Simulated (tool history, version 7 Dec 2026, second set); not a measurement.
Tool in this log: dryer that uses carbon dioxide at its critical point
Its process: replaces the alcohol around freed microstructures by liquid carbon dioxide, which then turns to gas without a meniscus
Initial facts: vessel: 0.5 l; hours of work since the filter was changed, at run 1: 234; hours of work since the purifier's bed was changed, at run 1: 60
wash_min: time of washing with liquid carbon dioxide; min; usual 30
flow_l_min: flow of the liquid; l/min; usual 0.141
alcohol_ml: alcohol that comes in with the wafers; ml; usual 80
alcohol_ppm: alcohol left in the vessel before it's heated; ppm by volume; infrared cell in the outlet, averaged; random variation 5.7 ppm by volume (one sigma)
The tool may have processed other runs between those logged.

run,hour,wash_min,flow_l_min,alcohol_ml,hours of work since the filter was changed,hours of work since the purifier's bed was changed,alcohol_ppm
1,0,30,0.141,80,234,60,288
2,48.5,30,0.141,80,258,84,319
3,84.8,30,0.141,80,277,103,320
4,111.3,30,0.141,49,290,116,225
5,152.8,30,0.141,49,311,137,224
6,198.6,30,0.141,80,334,160,374
7,244.9,30,0.141,80,358,183,392
8,283.7,30,0.141,80,377,203,416
# hour 294: inlet filter changed
9,319.7,30,0.141,80,13,221,276
10,364.5,22,0.141,80,36,243,1275
11,390.7,22,0.141,80,49,257,1291
12,437.8,22,0.141,80,73,281,1342
13,476.1,21,0.141,80,92,300,1655
14,510.6,30,0.141,80,110,317,338
15,555.4,30,0.141,80,132,340,363
16,588.1,30,0.141,33,149,357,237
17,617,30,0.141,33,163,371,241
18,653.5,30,0.141,33,182,390,252
19,693.8,30,0.141,33,202,410,265
20,721.9,30,0.185,80,216,424,193
21,744,30,0.185,80,228,435,195
22,774.4,30,0.185,80,243,451,198
23,806.2,23,0.115,35,259,467,1571
24,853.6,23,0.115,35,283,491,1612
25,889.9,44,0.152,21,301,509,188
26,915.1,44,0.15,21,314,522,196
27,945.1,26,0.2,80,329,537,262
28,965.8,26,0.141,44,340,548,635
29,989.4,39,0.174,45,352,560,213
30,1025.6,27,0.125,76,370,578,1399
# hour 1049.6: inlet filter changed
31,1056.4,18,0.183,63,3,593,822
32,1093.9,18,0.183,63,22,612,822
33,1115.8,30,0.217,37,33,623,222
34,1136.3,18,0.217,37,44,633,364
35,1170.1,34,0.126,37,61,650,334
36,1209,34,0.126,37,81,670,342
# hour 1224.9: purifier's bed changed
37,1242.7,30,0.096,20,96,9,518
38,1289.2,20,0.172,48,120,33,427
39,1313.8,30,0.141,29,132,45,98
40,1341.3,30,0.141,29,146,59,111
41,1376.3,20,0.141,119,164,77,3126
42,1400.3,20,0.141,119,176,89,3165
43,1436.7,20,0.141,119,194,107,3332
44,1472.4,20,0.141,119,212,125,3337

How the hidden state differs across the entries between the runs, from the last listed run before each to the first after it:
Between runs 8 and 9: inlet filter changed (hour 294)
  flow that reaches the vessel past the clogged filter, %: 91.2 -> 99.4; alcohol in the recycled carbon dioxide, ppm: 77.9 -> 85.3
  the result without the hidden state subtracted from the measured one, alcohol_ppm: +220 -> +89 ppm by volume
Between runs 30 and 31: inlet filter changed (hour 1049.6)
  flow that reaches the vessel past the clogged filter, %: 91 -> 99.6; alcohol in the recycled carbon dioxide, ppm: 216.6 -> 222.1
  the result without the hidden state subtracted from the measured one, alcohol_ppm: +663 -> +234 ppm by volume
Between runs 36 and 37: purifier's bed changed (hour 1224.9)
  flow that reaches the vessel past the clogged filter, %: 97.8 -> 97.5; alcohol in the recycled carbon dioxide, ppm: 249.8 -> 8.3
  the result without the hidden state subtracted from the measured one, alcohol_ppm: +256 -> +58 ppm by volume
